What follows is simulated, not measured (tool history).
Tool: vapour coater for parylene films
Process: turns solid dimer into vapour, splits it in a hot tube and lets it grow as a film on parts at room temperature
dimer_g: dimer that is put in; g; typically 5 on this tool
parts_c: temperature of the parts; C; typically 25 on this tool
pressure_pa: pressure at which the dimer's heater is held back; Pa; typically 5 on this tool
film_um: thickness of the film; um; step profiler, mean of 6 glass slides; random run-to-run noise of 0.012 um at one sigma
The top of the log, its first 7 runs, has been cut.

run   hour  dimer_g  parts_c  pressure_pa  film_um
  8  120.8        4       25            5     1.35
  9  134.9        4       25            5     1.34
 10  155.4        4       25            5     1.36
 11  166.2        4       25            5     1.36
 12  184.8        4       25            5     1.34
 13  202.5        4       25            5     1.34
 14    214        4       25            5     1.32
 15  224.1        4       25            5     1.34
     226.6  -- table's thermometer calibrated
 16  247.1        4       25            5     1.34
 17  266.4        3       19         3.57      1.3
 18  277.4        3       19         3.57     1.29
     286.1  -- table's thermometer calibrated, once more
 19  294.7        6       19         2.47      2.7
 20  316.1        7       20         2.47     3.03
 21  333.4        7       20         2.47        3
     344.8  -- trap's valve overhauled
 22  355.5        4       31         2.26     1.33
 23  373.5        4       31         2.26     1.34
 24  383.8        4       31         2.26     1.33
 25  393.1        3       30        11.99     0.82
 26  411.9        3       30        11.99     0.81
 27    428        5       24            5     1.88
 28  447.4        5       29            5     1.58
 29  463.8        5       29            5     1.57
 30  475.2        4       23         9.15     1.42
 31    490        4       23         9.15     1.41

For run 32, what comes out?
 32  512.4        4       23         9.15        ?

Run 32 yielded film_um 1.42 um.
Minus the tool's unlogged condition, the same run would have read film_um 1.46 um.

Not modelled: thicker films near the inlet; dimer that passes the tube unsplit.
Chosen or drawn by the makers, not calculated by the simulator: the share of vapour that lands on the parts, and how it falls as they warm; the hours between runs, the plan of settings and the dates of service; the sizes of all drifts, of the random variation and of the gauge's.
